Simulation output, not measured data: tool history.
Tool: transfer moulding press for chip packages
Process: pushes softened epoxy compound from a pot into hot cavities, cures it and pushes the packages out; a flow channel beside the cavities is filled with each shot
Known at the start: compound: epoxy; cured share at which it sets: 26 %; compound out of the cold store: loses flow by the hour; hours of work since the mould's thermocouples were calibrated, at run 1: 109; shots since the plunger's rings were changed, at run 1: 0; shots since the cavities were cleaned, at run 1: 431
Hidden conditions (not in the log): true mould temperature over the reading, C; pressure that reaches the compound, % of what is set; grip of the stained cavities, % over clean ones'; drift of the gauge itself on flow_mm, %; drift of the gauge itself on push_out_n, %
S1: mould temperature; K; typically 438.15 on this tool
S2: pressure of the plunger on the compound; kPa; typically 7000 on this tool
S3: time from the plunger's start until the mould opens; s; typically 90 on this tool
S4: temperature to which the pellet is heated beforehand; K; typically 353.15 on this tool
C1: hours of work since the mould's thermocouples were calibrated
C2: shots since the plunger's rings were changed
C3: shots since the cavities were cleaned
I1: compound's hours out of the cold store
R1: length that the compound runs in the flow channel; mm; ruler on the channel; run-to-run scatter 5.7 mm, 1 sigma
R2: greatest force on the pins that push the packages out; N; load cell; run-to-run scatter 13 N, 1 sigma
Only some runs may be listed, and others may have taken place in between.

run    day      S1    S2   S3      S4   C1    C2   C3    I1   R1   R2
  1  0.000  438.15  7000   90  353.15  109     0  431  27.3  591  635
     0.083  -- cavities cleaned with cleaning compound and waxed
  2  0.258  438.15  7000   90  353.15  111    36   32  26.7  613  615
  3  0.496  438.15  7000   90  353.15  113    79   75  14.4  631  661
  4  0.821  438.15  7000  117  353.15  116   139  135  37.3  571  351
  5  0.979  438.15  7000  117  353.15  118   169  165  33.7  579  366
  6  1.246  438.15  7000  117  353.15  120   217  213  16.2  630  376
  7  1.483  438.15  7000  117  353.15  123   261  257  14.8  639  382
  8  1.829  438.15  7000  117  353.15  126   324  320  33.7  584  387
  9  2.200  438.15  7000  117  353.15  130   393  389  35.7  582  368
     2.521  -- cavities cleaned with cleaning compound and waxed
 10  2.642  438.15  7000   88  353.15  133   462   22  20.8  612  691
 11  3.000  438.15  7000   88  353.15  137   528   88  43.6  571  610
 12  3.288  438.15  7000   88  353.15  139   581  141  13.5  640  682
 13  3.646  438.15  7000   88  353.15  143   646  206  30.7  588  671
 14  4.021  438.15  7000   90  354.15  146   716  276  33.7  571  602
 15  4.288  438.15  7000   90  354.15  149   765  325  22.1  608  635
 16  4.483  432.15  7000   90  353.15  151   800  360  36.0  592  947
 17  4.650  433.15  8380  116  357.15  153   832  392  48.0  606  478
     4.979  -- cavities cleaned with cleaning compound and waxed
 18  5.046  433.15  8220   92  358.15  156   892   12  33.1  650  820
 19  5.379  432.15  7820   95  362.15  159   954   74  29.6  643  801
 20  5.654  438.15  7000   90  359.15  162  1004  124  28.5  590  592
 21  5.942  438.15  7000   90  359.15  164  1057  177  14.1  641  619
 22  6.192  439.15  5720   90  359.15  167  1103  223  25.6  555  556

What does the tool deliver on the next run?
 23  6.442  431.15  7340  90  353.15  169  1149  269  32.3   ?   ?

{"run 23": {"R1": 629, "R2": 1064}}
On a tool with no hidden condition, and with the same random variation, this run would have come out at R1 629 mm, R2 1059 N.
